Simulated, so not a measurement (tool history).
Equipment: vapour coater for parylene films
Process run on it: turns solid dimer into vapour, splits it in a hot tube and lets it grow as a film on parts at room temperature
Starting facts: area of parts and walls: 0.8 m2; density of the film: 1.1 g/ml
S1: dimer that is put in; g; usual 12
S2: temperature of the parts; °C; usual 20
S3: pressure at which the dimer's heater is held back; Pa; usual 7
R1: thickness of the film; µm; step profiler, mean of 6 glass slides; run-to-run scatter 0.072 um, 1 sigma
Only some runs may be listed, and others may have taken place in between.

run	hour	S1	S2	S3	R1
1	0	12	20	7	8.1
2	25.6	12	20	7	8.2
3	54.1	12	14	7	9.56
4	90.1	6	20	7	3.99
5	120	6	20	7	4
# hour 125.9: trap's valve overhauled
6	144.5	6	20	7	3.82
7	178.9	6	20	2.36	4.86
8	205.2	5	12	7.46	3.84
9	235.3	16	13	7	12.24
10	267.2	8	20	7	4.97
11	301.8	14	25	4.84	8.32
# hour 315.9: trap's valve overhauled, once more
12	331.9	14	25	4.84	9.69
13	367.5	14	25	4.84	9.84

Here are 4 independent what-if runs from the current tool condition. What would each one return?
A	393.3	12	14	9.49	?
B	393.3	12	25	7	?
C	393.3	19	28	3.06	?
D	393.3	21	13	2.38	?

run	R1
A	9.69
B	7.76
C	13.51
D	23.3
Had the tool no hidden state, the same runs would have come out as:
run	R1
A	9.46
B	7.58
C	13.18
D	23.57
